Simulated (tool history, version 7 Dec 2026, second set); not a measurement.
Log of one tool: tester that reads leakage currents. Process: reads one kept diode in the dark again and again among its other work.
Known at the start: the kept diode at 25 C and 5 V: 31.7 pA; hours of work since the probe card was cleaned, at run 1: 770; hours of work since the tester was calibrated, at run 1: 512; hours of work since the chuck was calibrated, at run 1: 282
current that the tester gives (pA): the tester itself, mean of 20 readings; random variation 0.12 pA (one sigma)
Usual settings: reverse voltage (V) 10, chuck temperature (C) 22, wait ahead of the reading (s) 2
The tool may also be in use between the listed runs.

| run | hour | reverse voltage (V) | chuck temperature (C) | wait ahead of the reading (s) | hours of work since the probe card was cleaned | hours of work since the tester was calibrated | hours of work since the chuck was calibrated | current that the tester gives (pA) |
|---|---|---|---|---|---|---|---|---|
| 1 | 0 | 10 | 22 | 2 | 770 | 512 | 282 | 48.79 |
| 2 | 104.1 | 10 | 22 | 2 | 850 | 592 | 363 | 49.92 |
| 3 | 202.5 | 10 | 22 | 4.41 | 926 | 668 | 439 | 50.11 |
| 4 | 295.3 | 10 | 24 | 2 | 998 | 740 | 510 | 58.78 |
| 5 | 416.1 | 10 | 24 | 2 | 1091 | 833 | 603 | 60.39 |
| 6 | 497 | 10 | 22 | 2 | 1154 | 895 | 666 | 53.95 |
| 7 | 614.5 | 10 | 22 | 2 | 1244 | 986 | 756 | 55.03 |
| 8 | 733.8 | 10 | 22 | 2 | 1336 | 1078 | 849 | 56.46 |
| 9 | 803.2 | 10 | 22 | 2 | 1390 | 1132 | 902 | 57.09 |
| 10 | 888 | 10 | 22 | 2.84 | 1455 | 1197 | 967 | 58.33 |
| 11 | 948.1 | 10 | 22 | 2.84 | 1502 | 1243 | 1014 | 58.52 |
| 12 | 1070.4 | 10 | 22 | 2.84 | 1596 | 1338 | 1108 | 60.42 |
| 13 | 1132.2 | 10 | 22 | 5.62 | 1644 | 1385 | 1156 | 60.73 |
| 14 | 1228.3 | 4.5 | 22 | 2 | 1718 | 1460 | 1230 | 34.85 |
| 15 | 1343.8 | 10 | 22 | 2 | 1807 | 1549 | 1319 | 63.73 |
| 16 | 1426.1 | 1.4 | 22 | 2 | 1870 | 1612 | 1383 | 15.94 |
| 17 | 1540.7 | 1.4 | 22 | 2 | 1959 | 1701 | 1471 | 16.35 |
|  | 1655.5 | probe card cleaned and baked |
| 18 | 1660.7 | 1.4 | 22 | 2 | 4 | 1791 | 1561 | 13.04 |
| 19 | 1728.2 | 1.4 | 22 | 2 | 56 | 1843 | 1613 | 13.2 |
| 20 | 1804.7 | 1.4 | 22 | 2 | 115 | 1902 | 1672 | 13.35 |
| 21 | 1928.3 | 10 | 55 | 6.75 | 210 | 1997 | 1768 | 543.69 |
| 22 | 2016 | 10 | 55 | 6.75 | 278 | 2065 | 1835 | 544.84 |
| 23 | 2126.3 | 10 | 55 | 6.75 | 363 | 2150 | 1921 | 553.77 |
| 24 | 2215.2 | 1.4 | 25 | 0.95 | 432 | 2219 | 1989 | 18.18 |
| 25 | 2271.4 | 1.4 | 25 | 0.95 | 475 | 2262 | 2032 | 18.35 |
|  | 2328.4 | tester calibrated |
| 26 | 2398.8 | 10 | 21 | 2 | 572 | 54 | 2129 | 46.65 |
| 27 | 2516.7 | 10 | 21 | 2 | 663 | 145 | 2220 | 48.06 |
| 28 | 2610.1 | 2.3 | 26 | 0.76 | 735 | 217 | 2292 | 27.7 |
| 29 | 2724.3 | 2.3 | 26 | 0.76 | 823 | 305 | 2380 | 27.9 |
| 30 | 2789.8 | 1.2 | 23 | 1.91 | 874 | 356 | 2431 | 14.74 |
|  | 2822.5 | chuck's temperature calibrated |
| 31 | 2851.8 | 1.8 | 38 | 2 | 920 | 402 | 23 | 51.3 |
| 32 | 2920.2 | 1.8 | 38 | 2 | 973 | 455 | 75 | 51.94 |
| 33 | 3011.1 | 4.7 | 22 | 4.73 | 1043 | 525 | 145 | 29.92 |
| 34 | 3120.1 | 1.7 | 26 | 0.66 | 1127 | 609 | 230 | 20.96 |
| 35 | 3178.4 | 1.7 | 26 | 0.66 | 1172 | 654 | 275 | 21.34 |

4 ways to go on from here, each from the tool as it stands after run 35. What would each give?
| A | 3244.6 | 2.1 | 23 | 8.59 | 1223 | 705 | 326 | ? |
| B | 3244.6 | 1.1 | 31 | 1.43 | 1223 | 705 | 326 | ? |
| C | 3244.6 | 12.3 | 26 | 0.85 | 1223 | 705 | 326 | ? |
| D | 3244.6 | 10 | 22 | 8.43 | 1223 | 705 | 326 | ? |

| run | current that the tester gives (pA) |
|---|---|
| A | 19.52 |
| B | 23.19 |
| C | 80.18 |
| D | 52.82 |
Without the tool's hidden state the same runs would have given:
| run | current that the tester gives (pA) |
|---|---|
| A | 16.13 |
| B | 21.16 |
| C | 61.24 |
| D | 37.57 |

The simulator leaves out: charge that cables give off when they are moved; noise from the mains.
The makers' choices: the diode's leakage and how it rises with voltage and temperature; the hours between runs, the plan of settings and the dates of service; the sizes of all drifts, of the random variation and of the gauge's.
